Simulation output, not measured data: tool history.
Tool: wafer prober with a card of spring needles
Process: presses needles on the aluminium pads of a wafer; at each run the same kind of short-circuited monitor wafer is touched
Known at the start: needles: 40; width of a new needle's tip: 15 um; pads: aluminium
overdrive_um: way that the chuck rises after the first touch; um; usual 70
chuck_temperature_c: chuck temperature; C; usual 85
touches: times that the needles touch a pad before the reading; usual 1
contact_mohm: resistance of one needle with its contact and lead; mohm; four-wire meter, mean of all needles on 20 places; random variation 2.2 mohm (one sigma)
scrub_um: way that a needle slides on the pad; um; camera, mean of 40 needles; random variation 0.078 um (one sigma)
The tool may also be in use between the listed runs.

Run 1, hour 0.0: usual settings. Result: contact_mohm 244 mohm, scrub_um 11.06 um.
At hour 8.8: tips cleaned on abrasive film.
At hour 17.5: tips cleaned on abrasive film.
At hour 24.6: tips cleaned on abrasive film.
At hour 33.4: tips cleaned on abrasive film.
At hour 42.1: tips cleaned on abrasive film.
At hour 49.2: tips cleaned on abrasive film.
At hour 57.9: tips cleaned on abrasive film.
At hour 66.7: tips cleaned on abrasive film.
Run 2, hour 67.3: usual settings but overdrive_um 54 um. Result: contact_mohm 260 mohm, scrub_um 8.41 um.
At hour 74.4: tips cleaned on abrasive film.
At hour 83.1: tips cleaned on abrasive film.
At hour 90.2: tips cleaned on abrasive film.
At hour 98.9: tips cleaned on abrasive film.
At hour 106.0: tips cleaned on abrasive film.
At hour 113.0: tips cleaned on abrasive film.
Run 3, hour 117.3: usual settings but overdrive_um 54 um. Result: contact_mohm 314 mohm, scrub_um 8.34 um.
At hour 120.8: tips cleaned on abrasive film.
At hour 127.9: tips cleaned on abrasive film.
At hour 136.6: tips cleaned on abrasive film.
At hour 145.4: tips cleaned on abrasive film.
At hour 154.2: tips cleaned on abrasive film.
At hour 163.0: tips cleaned on abrasive film.
Run 4, hour 167.9: usual settings but overdrive_um 54 um. Result: contact_mohm 325 mohm, scrub_um 8.36 um.
At hour 171.5: tips cleaned on abrasive film.
At hour 180.3: tips cleaned on abrasive film.
At hour 189.0: tips cleaned on abrasive film.
At hour 197.8: tips cleaned on abrasive film.
At hour 204.9: tips cleaned on abrasive film.
Run 5, hour 208.3: usual settings but overdrive_um 54 um. Result: contact_mohm 306 mohm, scrub_um 8.25 um.
At hour 213.6: tips cleaned on abrasive film.
At hour 222.4: tips cleaned on abrasive film.
At hour 231.2: tips cleaned on abrasive film.
At hour 239.9: tips cleaned on abrasive film.
At hour 247.0: tips cleaned on abrasive film.
Run 6, hour 251.0: usual settings but overdrive_um 54 um. Result: contact_mohm 321 mohm, scrub_um 8.42 um.
At hour 254.6: tips cleaned on abrasive film.
At hour 263.4: tips cleaned on abrasive film.
At hour 272.1: tips cleaned on abrasive film.
At hour 279.2: tips cleaned on abrasive film.
Run 7, hour 285.1: usual settings. Result: contact_mohm 291 mohm, scrub_um 10.81 um.
At hour 286.9: tips cleaned on abrasive film.
At hour 294.0: tips cleaned on abrasive film.
At hour 302.7: tips cleaned on abrasive film.
At hour 309.8: tips cleaned on abrasive film.
Run 8, hour 316.6: usual settings but overdrive_um 76 um. Result: contact_mohm 294 mohm, scrub_um 11.86 um.
At hour 318.5: tips cleaned on abrasive film.
At hour 325.5: tips cleaned on abrasive film.
At hour 332.5: tips cleaned on abrasive film.
At hour 341.3: tips cleaned on abrasive film.
At hour 350.1: tips cleaned on abrasive film.
At hour 357.1: tips cleaned on abrasive film.
At hour 365.9: tips cleaned on abrasive film.
At hour 372.9: tips cleaned on abrasive film.
Run 9, hour 373.0: usual settings but overdrive_um 76 um. Result: contact_mohm 248 mohm, scrub_um 11.81 um.
At hour 380.1: tips cleaned on abrasive film.
At hour 387.1: tips cleaned on abrasive film.
At hour 394.1: tips cleaned on abrasive film.
At hour 402.9: tips cleaned on abrasive film.
At hour 409.9: tips cleaned on abrasive film.
Run 10, hour 415.5: usual settings but overdrive_um 76 um. Result: contact_mohm 289 mohm, scrub_um 11.78 um.
At hour 417.3: tips cleaned on abrasive film.
At hour 426.1: tips cleaned on abrasive film.
At hour 434.8: tips cleaned on abrasive film.
At hour 441.9: tips cleaned on abrasive film.
At hour 448.9: tips cleaned on abrasive film.
Run 11, hour 449.1: usual settings but overdrive_um 75 um. Result: contact_mohm 246 mohm, scrub_um 11.50 um.
At hour 456.2: tips cleaned on abrasive film.
At hour 463.2: tips cleaned on abrasive film.
At hour 472.0: tips cleaned on abrasive film.
At hour 479.0: tips cleaned on abrasive film.
Run 12, hour 481.5: usual settings but overdrive_um 75 um. Result: contact_mohm 264 mohm, scrub_um 11.45 um.
At hour 486.8: tips cleaned on abrasive film.
At hour 495.5: tips cleaned on abrasive film.
At hour 502.6: tips cleaned on abrasive film.
At hour 511.3: tips cleaned on abrasive film.
At hour 520.1: tips cleaned on abrasive film.
At hour 528.9: tips cleaned on abrasive film.
At hour 537.6: tips cleaned on abrasive film.
Run 13, hour 537.6: usual settings but overdrive_um 68 um, chuck_temperature_c 52 C. Result: contact_mohm 243 mohm, scrub_um 10.20 um.
At hour 546.3: tips cleaned on abrasive film.
At hour 555.1: tips cleaned on abrasive film.
At hour 563.9: tips cleaned on abrasive film.
At hour 565.9: height of the first contact set anew.
At hour 571.2: tips cleaned on abrasive film.
Run 14, hour 571.8: usual settings but overdrive_um 84 um, chuck_temperature_c 41 C. Result: contact_mohm 232 mohm, scrub_um 13.49 um.
At hour 578.8: tips cleaned on abrasive film.
At hour 585.9: tips cleaned on abrasive film.
At hour 592.9: tips cleaned on abrasive film.
At hour 601.7: tips cleaned on abrasive film.
At hour 608.7: tips cleaned on abrasive film.
At hour 617.5: tips cleaned on abrasive film.
At hour 626.2: tips cleaned on abrasive film.
At hour 635.0: tips cleaned on abrasive film.
At hour 643.3: tips cleaned on abrasive film.
Run 15, hour 643.3: usual settings but overdrive_um 56 um, chuck_temperature_c 29 C, touches 2. Result: contact_mohm 238 mohm, scrub_um 8.93 um.
At hour 652.1: tips cleaned on abrasive film.
At hour 659.1: tips cleaned on abrasive film.
At hour 667.9: tips cleaned on abrasive film.
At hour 675.0: tips cleaned on abrasive film.
At hour 682.0: tips cleaned on abrasive film.
At hour 690.8: tips cleaned on abrasive film.
Run 16, hour 696.4: usual settings but overdrive_um 56 um, chuck_temperature_c 29 C, touches 2. Result: contact_mohm 286 mohm, scrub_um 8.74 um.
At hour 698.3: tips cleaned on abrasive film.
At hour 707.0: tips cleaned on abrasive film.
At hour 715.8: tips cleaned on abrasive film.
At hour 724.6: tips cleaned on abrasive film.
At hour 733.3: tips cleaned on abrasive film.
Run 17, hour 738.0: usual settings but chuck_temperature_c 111 C. Result: contact_mohm 289 mohm, scrub_um 11.24 um.
At hour 741.5: tips cleaned on abrasive film.
At hour 748.6: tips cleaned on abrasive film.
At hour 757.3: tips cleaned on abrasive film.
At hour 766.1: tips cleaned on abrasive film.
At hour 774.9: tips cleaned on abrasive film.
At hour 781.9: tips cleaned on abrasive film.
At hour 790.1: tips cleaned on abrasive film.
Run 18, hour 790.1: usual settings but chuck_temperature_c 94 C. Result: contact_mohm 248 mohm, scrub_um 11.23 um.
At hour 798.9: tips cleaned on abrasive film.
At hour 805.9: tips cleaned on abrasive film.
At hour 814.7: tips cleaned on abrasive film.
At hour 823.5: tips cleaned on abrasive film.
At hour 832.2: tips cleaned on abrasive film.
Run 19, hour 838.8: usual settings but overdrive_um 64 um, touches 2. Result: contact_mohm 291 mohm, scrub_um 10.04 um.
At hour 840.6: tips cleaned on abrasive film.
At hour 847.7: tips cleaned on abrasive film.
At hour 856.4: tips cleaned on abrasive film.
At hour 865.2: tips cleaned on abrasive film.
At hour 872.2: tips cleaned on abrasive film.
At hour 881.0: tips cleaned on abrasive film.
At hour 888.0: tips cleaned on abrasive film.
At hour 895.1: tips cleaned on abrasive film.
Run 20, hour 897.2: usual settings but overdrive_um 73 um, chuck_temperature_c 89 C. Result: contact_mohm 268 mohm, scrub_um 11.36 um.
At hour 902.5: tips cleaned on abrasive film.
At hour 911.3: tips cleaned on abrasive film.
At hour 920.1: tips cleaned on abrasive film.
At hour 927.1: tips cleaned on abrasive film.
At hour 934.1: tips cleaned on abrasive film.
At hour 942.9: tips cleaned on abrasive film.
At hour 949.9: tips cleaned on abrasive film.
Run 21, hour 954.8: usual settings but overdrive_um 81 um, chuck_temperature_c 65 C. Result: contact_mohm 275 mohm, scrub_um 12.72 um.
At hour 958.3: tips cleaned on abrasive film.
At hour 965.4: tips cleaned on abrasive film.
At hour 974.1: tips cleaned on abrasive film.
At hour 981.2: tips cleaned on abrasive film.
At hour 990.0: tips cleaned on abrasive film.
At hour 997.0: tips cleaned on abrasive film.
At hour 1004.0: tips cleaned on abrasive film.
At hour 1012.8: tips cleaned on abrasive film.
At hour 1019.8: tips cleaned on abrasive film.
Run 22, hour 1025.6: usual settings but overdrive_um 81 um, chuck_temperature_c 65 C. Result: contact_mohm 286 mohm, scrub_um 12.67 um.

Some steps in contact_mohm between neighbouring runs. How much of each would the tool show without its hidden state too (settings, what came in, random variation), and how much is left for the hidden state, with any gauge scatter that isn't in both results?
The hidden state here: debris on the tips, nm; way that the needles fall short of the set height, um; tips' diameter, um; drift of the gauge itself on contact_mohm, %; drift of the gauge itself on scrub_um, %.
Run 2 -> 3: tips cleaned on abrasive film, tips cleaned on abrasive film, tips cleaned on abrasive film, tips cleaned on abrasive film, tips cleaned on abrasive film, tips cleaned on abrasive film. contact_mohm +54 mohm: hidden state +52, all else +2.
Run 15 -> 16: tips cleaned on abrasive film, tips cleaned on abrasive film, tips cleaned on abrasive film, tips cleaned on abrasive film, tips cleaned on abrasive film, tips cleaned on abrasive film. contact_mohm +48 mohm: hidden state +52, all else -4.

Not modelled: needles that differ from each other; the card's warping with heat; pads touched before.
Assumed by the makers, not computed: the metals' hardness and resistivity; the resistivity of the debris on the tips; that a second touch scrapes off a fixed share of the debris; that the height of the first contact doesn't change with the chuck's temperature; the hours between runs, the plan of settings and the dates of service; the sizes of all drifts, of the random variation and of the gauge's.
